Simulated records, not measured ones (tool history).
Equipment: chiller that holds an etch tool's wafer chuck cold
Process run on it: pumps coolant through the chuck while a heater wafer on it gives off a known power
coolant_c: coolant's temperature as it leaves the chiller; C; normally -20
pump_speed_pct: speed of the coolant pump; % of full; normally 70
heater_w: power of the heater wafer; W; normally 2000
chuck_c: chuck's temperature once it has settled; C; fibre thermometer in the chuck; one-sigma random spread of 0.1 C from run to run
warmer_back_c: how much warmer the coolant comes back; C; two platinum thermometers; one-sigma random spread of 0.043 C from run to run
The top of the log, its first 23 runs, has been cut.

run     day  coolant_c  pump_speed_pct  heater_w  chuck_c  warmer_back_c
 24  31.200        -21              91      2717      0.8          10.60
 25  33.033        -21              91      2717      0.7          10.62
 26  34.638        -15              70      2760     11.9          14.34
 27  35.608        -28              63      1406    -13.4           8.14
 28  36.796        -29              93      1211    -19.5           4.65
 29  38.321        -29              79      1211    -18.5           5.54
 30  39.825        -29              60      1812     -9.1          11.11
 31  41.050        -20              68      1364     -6.4           7.19

Each row is a separate what-if for the run after 31, all from the same tool condition, not one after another. Results?
  A  42.133        -20              68      1253        ?              ?
  B  42.133        -25              75      2000        ?              ?
  C  42.133        -20              70      1750        ?              ?

run  chuck_c  warmer_back_c
  A     -7.6           6.72
  B     -6.4           9.57
  C     -2.9           9.05
Without the tool's unlogged condition, the same runs would have read:
run  chuck_c  warmer_back_c
  A     -8.1           6.53
  B     -7.2           9.30
  C     -3.6           8.79
